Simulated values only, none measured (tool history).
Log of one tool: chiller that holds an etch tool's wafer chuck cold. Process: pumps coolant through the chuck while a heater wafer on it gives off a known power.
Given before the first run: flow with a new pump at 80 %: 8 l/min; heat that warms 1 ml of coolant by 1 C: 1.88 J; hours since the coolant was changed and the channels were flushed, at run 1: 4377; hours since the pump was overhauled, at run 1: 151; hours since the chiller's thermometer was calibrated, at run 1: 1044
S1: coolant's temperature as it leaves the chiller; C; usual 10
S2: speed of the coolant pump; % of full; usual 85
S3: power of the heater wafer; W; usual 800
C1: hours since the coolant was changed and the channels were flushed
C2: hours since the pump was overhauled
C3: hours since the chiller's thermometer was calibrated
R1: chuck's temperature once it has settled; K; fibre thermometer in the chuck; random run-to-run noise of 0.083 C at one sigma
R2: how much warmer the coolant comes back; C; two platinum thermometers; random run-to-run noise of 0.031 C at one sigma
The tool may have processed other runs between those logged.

run   hour  S1  S2   S3    C1   C2    C3      R1    R2
  1      0  10  85  800  4377  151  1044  289.31  2.99
  2     29  10  85  800  4405  180  1073  289.32  2.97
  3   45.3  10  85  800  4422  196  1090  289.23  2.96
  4   80.2  10  69  800  4457  231  1124  290.64  3.75
  5  107.1  10  69  800  4484  258  1151  290.66  3.83
  6  124.9  10  69  800  4501  276  1169  290.46  3.77
  7  149.1  15  75  800  4526  300  1193  295.08  3.47
  8  182.5  10  64  796  4559  333  1227  291.12  4.02
  9  213.1  16  85  467  4590  364  1257  292.72  1.74
 10    231  16  85  467  4608  382  1275  292.71  1.72
 11  255.8  16  85  467  4632  407  1300  292.58  1.73

Predict the results of run 12:
 12  290.4  12  73  800  4667  441  1335   ?   ?

Logged for run 12: R1 292.3 K, R2 3.54 C.
Without the tool's hidden state the same run would have given R1 292.1 K, R2 3.53 C.

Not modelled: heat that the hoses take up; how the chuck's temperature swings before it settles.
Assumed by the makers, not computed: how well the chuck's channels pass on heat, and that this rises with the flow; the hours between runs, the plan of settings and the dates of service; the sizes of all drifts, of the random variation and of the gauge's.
